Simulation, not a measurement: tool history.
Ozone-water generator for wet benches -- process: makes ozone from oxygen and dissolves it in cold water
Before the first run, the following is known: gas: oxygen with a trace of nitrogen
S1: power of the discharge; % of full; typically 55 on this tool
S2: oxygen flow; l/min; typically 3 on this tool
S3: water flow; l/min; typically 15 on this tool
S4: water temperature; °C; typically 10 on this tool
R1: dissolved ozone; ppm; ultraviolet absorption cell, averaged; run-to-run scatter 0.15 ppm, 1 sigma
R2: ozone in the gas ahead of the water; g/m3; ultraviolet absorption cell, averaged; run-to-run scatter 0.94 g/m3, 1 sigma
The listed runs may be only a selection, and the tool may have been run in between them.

| run | day | S1 | S2 | S3 | S4 | R1 | R2 |
|---|---|---|---|---|---|---|---|
| 1 | 0 | 55 | 3 | 15 | 10 | 16.1 | 153 |
| 2 | 3.946 | 55 | 3 | 15 | 10 | 16.1 | 151.1 |
| 3 | 9.954 | 55 | 3 | 15 | 10 | 16 | 150.6 |
| 4 | 15.962 | 55 | 3 | 15 | 10 | 15.9 | 151.1 |
| 5 | 21.646 | 55 | 3 | 15 | 10 | 15.8 | 152.1 |
| 6 | 25.612 | 89 | 3 | 15 | 10 | 22.8 | 213 |
| 7 | 30.242 | 89 | 3 | 15 | 10 | 22.7 | 210.2 |
| 8 | 35.367 | 89 | 3 | 15 | 10 | 22.2 | 211.2 |
| 9 | 39.5 | 55 | 3 | 15 | 10 | 15.7 | 148.3 |
| 10 | 44.229 | 55 | 3 | 15 | 9 | 16 | 149.6 |
| 11 | 47.804 | 55 | 3 | 15 | 9 | 15.9 | 149.1 |
| 12 | 53.883 | 55 | 3 | 15 | 9 | 15.8 | 148.3 |
|  | 54.183 | water thermometer calibrated |
| 13 | 58.829 | 78 | 3 | 15 | 9 | 20.4 | 190.1 |
| 14 | 61.592 | 78 | 3 | 15 | 9 | 20.2 | 192.1 |
| 15 | 66.471 | 78 | 3 | 12 | 9 | 25.3 | 191.4 |
|  | 69.771 | water thermometer calibrated, once more |
| 16 | 71.662 | 55 | 3 | 15 | 10 | 15.7 | 147.3 |
| 17 | 75.079 | 55 | 3 | 15 | 10 | 15.6 | 147.2 |
| 18 | 79.246 | 55 | 2.62 | 15 | 6 | 15.3 | 154.1 |
| 19 | 81.9 | 55 | 2.62 | 15 | 6 | 15.4 | 156.2 |
| 20 | 85.992 | 93 | 3 | 15 | 10 | 22.4 | 213.2 |
| 21 | 89.375 | 57 | 2.36 | 21 | 10 | 10.1 | 165.6 |
| 22 | 94.55 | 57 | 2.36 | 21 | 10 | 10.1 | 164.3 |
| 23 | 97.858 | 94 | 3 | 15 | 13 | 21.6 | 213.3 |
| 24 | 102.633 | 94 | 3 | 12 | 8 | 28.3 | 213.9 |
| 25 | 108.567 | 90 | 3 | 13 | 10 | 25.4 | 205.4 |
|  | 111.925 | contactor cleaned |
| 26 | 114.221 | 90 | 3 | 13 | 10 | 26.2 | 204.3 |
| 27 | 118.508 | 90 | 1.73 | 13 | 13 | 21.2 | 254.1 |
| 28 | 123.596 | 90 | 1.73 | 13 | 13 | 21.1 | 252.5 |
| 29 | 127.167 | 90 | 1.73 | 13 | 13 | 21.3 | 251.9 |
| 30 | 130.146 | 90 | 3.25 | 13 | 14 | 25.2 | 198 |
| 31 | 132.812 | 90 | 3.25 | 13 | 14 | 24.8 | 195.5 |
| 32 | 136.788 | 90 | 2.69 | 13 | 16 | 23.2 | 211.5 |

Each run again, without the hidden state but with its own random variation kept:
The tool's hidden condition here consists of: yield of the discharge, % of new electrodes'; contactor's efficiency, % of a clean one's; true water temperature over the reading, C; drift of the gauge itself on ozone_ppm, %; drift of the gauge itself on gas_g_m3, %.
| run | R1 | R2 |
|---|---|---|
| 1 | 17.6 | 160.9 |
| 2 | 17.7 | 159.1 |
| 3 | 17.6 | 158.9 |
| 4 | 17.6 | 159.8 |
| 5 | 17.5 | 161.1 |
| 6 | 26 | 231.9 |
| 7 | 25.9 | 229.3 |
| 8 | 25.4 | 231 |
| 9 | 17.5 | 158 |
| 10 | 17.9 | 159.8 |
| 11 | 17.9 | 159.4 |
| 12 | 17.8 | 158.8 |
| 13 | 23.6 | 208.4 |
| 14 | 23.4 | 210.8 |
| 15 | 29.1 | 210.7 |
| 16 | 17.8 | 158.8 |
| 17 | 17.7 | 158.8 |
| 18 | 17.3 | 166.5 |
| 19 | 17.5 | 168.8 |
| 20 | 26.5 | 239.7 |
| 21 | 11.7 | 179.9 |
| 22 | 11.8 | 178.9 |
| 23 | 25.8 | 241.4 |
| 24 | 33.6 | 242.7 |
| 25 | 30.3 | 233 |
| 26 | 29.8 | 232.4 |
| 27 | 24.2 | 289.7 |
| 28 | 24.2 | 288.6 |
| 29 | 24.4 | 288.5 |
| 30 | 29 | 226.8 |
| 31 | 28.6 | 224.5 |
| 32 | 26.8 | 243.3 |
